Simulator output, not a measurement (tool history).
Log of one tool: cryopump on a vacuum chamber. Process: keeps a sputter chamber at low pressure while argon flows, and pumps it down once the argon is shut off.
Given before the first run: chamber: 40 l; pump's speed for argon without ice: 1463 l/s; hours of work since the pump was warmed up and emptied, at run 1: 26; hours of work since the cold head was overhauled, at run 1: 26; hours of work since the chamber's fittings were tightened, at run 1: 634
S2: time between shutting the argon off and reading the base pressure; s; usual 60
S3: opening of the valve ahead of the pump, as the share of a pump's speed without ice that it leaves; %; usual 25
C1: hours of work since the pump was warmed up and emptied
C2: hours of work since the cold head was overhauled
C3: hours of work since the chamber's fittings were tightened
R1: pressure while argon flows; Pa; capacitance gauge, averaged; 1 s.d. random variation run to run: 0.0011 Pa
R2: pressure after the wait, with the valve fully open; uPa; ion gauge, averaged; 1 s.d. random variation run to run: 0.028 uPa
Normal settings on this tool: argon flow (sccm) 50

run 1 day=0 | argon_flow_(sccm)=50 S2=60 S3=25 | C1=26 C2=26 C3=634 | R1=0.232 R2=1.41
run 2 day=0.871 | argon_flow_(sccm)=50 S2=60 S3=25 | C1=42 C2=42 C3=651 | R1=0.2319 R2=1.39
run 3 day=1.871 | argon_flow_(sccm)=50 S2=60 S3=25 | C1=62 C2=62 C3=671 | R1=0.2303 R2=1.38
run 4 day=2.842 | argon_flow_(sccm)=53 S2=60 S3=25 | C1=80 C2=80 C3=689 | R1=0.2456 R2=1.42
run 5 day=4.312 | argon_flow_(sccm)=53 S2=60 S3=25 | C1=109 C2=109 C3=718 | R1=0.2463 R2=1.43
run 6 day=5.938 | argon_flow_(sccm)=50 S2=60 S3=25 | C1=140 C2=140 C3=749 | R1=0.2336 R2=1.42
run 7 day=7.392 | argon_flow_(sccm)=50 S2=60 S3=25 | C1=168 C2=168 C3=777 | R1=0.2328 R2=1.4
run 8 day=8.338 | argon_flow_(sccm)=50 S2=59 S3=25 | C1=187 C2=187 C3=795 | R1=0.2353 R2=1.45
run 9 day=9.933 | argon_flow_(sccm)=50 S2=59 S3=25 | C1=217 C2=217 C3=826 | R1=0.2331 R2=1.41
run 10 day=11.183 | argon_flow_(sccm)=50 S2=60 S3=25 | C1=242 C2=242 C3=850 | R1=0.2344 R2=1.43
run 11 day=13.038 | argon_flow_(sccm)=50 S2=60 S3=25 | C1=277 C2=277 C3=886 | R1=0.2337 R2=1.47
run 12 day=14.275 | argon_flow_(sccm)=50 S2=60 S3=25 | C1=301 C2=301 C3=910 | R1=0.2343 R2=1.46
run 13 day=15.771 | argon_flow_(sccm)=50 S2=60 S3=25 | C1=330 C2=330 C3=939 | R1=0.2361 R2=1.43
run 14 day=17.65 | argon_flow_(sccm)=50 S2=60 S3=25 | C1=367 C2=367 C3=975 | R1=0.2369 R2=1.46
run 15 day=19.1 | argon_flow_(sccm)=50 S2=60 S3=25 | C1=395 C2=395 C3=1003 | R1=0.2378 R2=1.47
run 16 day=20.979 | argon_flow_(sccm)=50 S2=36 S3=25 | C1=431 C2=431 C3=1040 | R1=0.2369 R2=2.18
run 17 day=21.883 | argon_flow_(sccm)=32 S2=60 S3=25 | C1=448 C2=448 C3=1057 | R1=0.1515 R2=1.44
run 18 day=23.408 | argon_flow_(sccm)=32 S2=60 S3=25 | C1=478 C2=478 C3=1087 | R1=0.1509 R2=1.5
run 19 day=25.292 | argon_flow_(sccm)=32 S2=60 S3=25 | C1=514 C2=514 C3=1123 | R1=0.1516 R2=1.49
run 20 day=26.871 | argon_flow_(sccm)=57 S2=60 S3=25 | C1=545 C2=545 C3=1154 | R1=0.2702 R2=1.45
run 21 day=28.3 | argon_flow_(sccm)=50 S2=60 S3=20 | C1=572 C2=572 C3=1181 | R1=0.2982 R2=1.47
run 22 day=30 | argon_flow_(sccm)=45 S2=60 S3=25 | C1=605 C2=605 C3=1214 | R1=0.2149 R2=1.52
run 23 day=31.821 | argon_flow_(sccm)=93 S2=32 S3=29 | C1=640 C2=640 C3=1249 | R1=0.3873 R2=2.51
run 24 day=33.646 | argon_flow_(sccm)=40 S2=22 S3=30 | C1=676 C2=676 C3=1285 | R1=0.1613 R2=3.39
run 25 day=34.992 | argon_flow_(sccm)=40 S2=22 S3=30 | C1=702 C2=702 C3=1310 | R1=0.1624 R2=3.38
run 26 day=36.142 | argon_flow_(sccm)=63 S2=60 S3=56 | C1=724 C2=724 C3=1333 | R1=0.1426 R2=1.56
run 27 day=37.021 | argon_flow_(sccm)=49 S2=103 S3=22 | C1=741 C2=741 C3=1350 | R1=0.266 R2=1.08
run 28 day=38.85 | argon_flow_(sccm)=49 S2=103 S3=22 | C1=776 C2=776 C3=1385 | R1=0.2677 R2=1.08
run 29 day=40.154 | argon_flow_(sccm)=30 S2=103 S3=15 | C1=801 C2=801 C3=1410 | R1=0.2384 R2=1.12
run 30 day=41.121 | argon_flow_(sccm)=30 S2=103 S3=15 | C1=820 C2=820 C3=1429 | R1=0.2369 R2=1.14
run 31 day=41.929 | argon_flow_(sccm)=44 S2=40 S3=36 | C1=836 C2=836 C3=1445 | R1=0.151 R2=2.08
run 32 day=43.338 | argon_flow_(sccm)=44 S2=72 S3=46 | C1=863 C2=863 C3=1472 | R1=0.1206 R2=1.39
run 33 day=44.292 | argon_flow_(sccm)=36 S2=60 S3=17 | C1=881 C2=881 C3=1490 | R1=0.2568 R2=1.58
run 34 day=45.638 | argon_flow_(sccm)=36 S2=60 S3=17 | C1=907 C2=907 C3=1516 | R1=0.2538 R2=1.54

Alternative continuations, all from the tool just after run 34; predict every row:
run A day=46.975 | argon_flow_(sccm)=56 S2=60 S3=44 | C1=933 C2=933 C3=1542 | R1=? R2=?
run B day=46.975 | argon_flow_(sccm)=36 S2=60 S3=18 | C1=933 C2=933 C3=1542 | R1=? R2=?
run C day=46.975 | argon_flow_(sccm)=50 S2=60 S3=15 | C1=933 C2=933 C3=1542 | R1=? R2=?

run=A R1=0.163 R2=1.57
run=B R1=0.2393 R2=1.6
run=C R1=0.3976 R2=1.62
The same runs, with their run-to-run variation unchanged, on a tool lacking any hidden condition would have given:
run=A R1=0.1488 R2=1.27
run=B R1=0.2302 R2=1.3
run=C R1=0.385 R2=1.32
